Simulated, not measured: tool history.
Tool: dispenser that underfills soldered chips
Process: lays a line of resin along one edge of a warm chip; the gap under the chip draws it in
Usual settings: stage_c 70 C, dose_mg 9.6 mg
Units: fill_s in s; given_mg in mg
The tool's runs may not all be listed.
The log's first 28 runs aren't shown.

run   hour  stage_c  dose_mg  hours of work since the syringe was changed  hours of work since the valve was cleaned  hours of work since the stage was calibrated  fill_s  given_mg
 29  117.9       58      8.4                                            9                                         35                                           128   386.6      8.32
       120  -- new syringe of resin
 30  121.4       70    10.47                                            1                                         37                                           130   155.2     10.21
 31  126.6       85    11.53                                            5                                         41                                           134    89.6     11.22
 32  130.8       70     8.82                                            8                                         44                                           137   211.7      8.54
       133  -- new syringe of resin
 33  133.9       70     9.72                                            1                                         46                                           139   155.5       9.5
 34  137.5       70     9.72                                            3                                         49                                           142   174.6      9.42
 35  140.9       70     9.72                                            6                                         52                                           145   195.1      9.43
 36  145.4       78    11.12                                           10                                         55                                           148   150.6     10.67
     146.2  -- new syringe of resin
 37    148       64      8.7                                            1                                         57                                           150     212      8.42

Forecast each of these 3 alternatives for the next run:
  A  152.8       70    11.33                                            5                                         61                                           154       ?         ?
  B  152.8       58    10.68                                            5                                         61                                           154       ?         ?
  C  152.8       70    11.85                                            5                                         61                                           154       ?         ?

run  fill_s  given_mg
  A   179.3     10.86
  B     322     10.32
  C   182.3      11.4
Without the tool's hidden state the same runs would have given:
run  fill_s  given_mg
  A   147.4     11.28
  B   264.4     10.72
  C     150     11.85
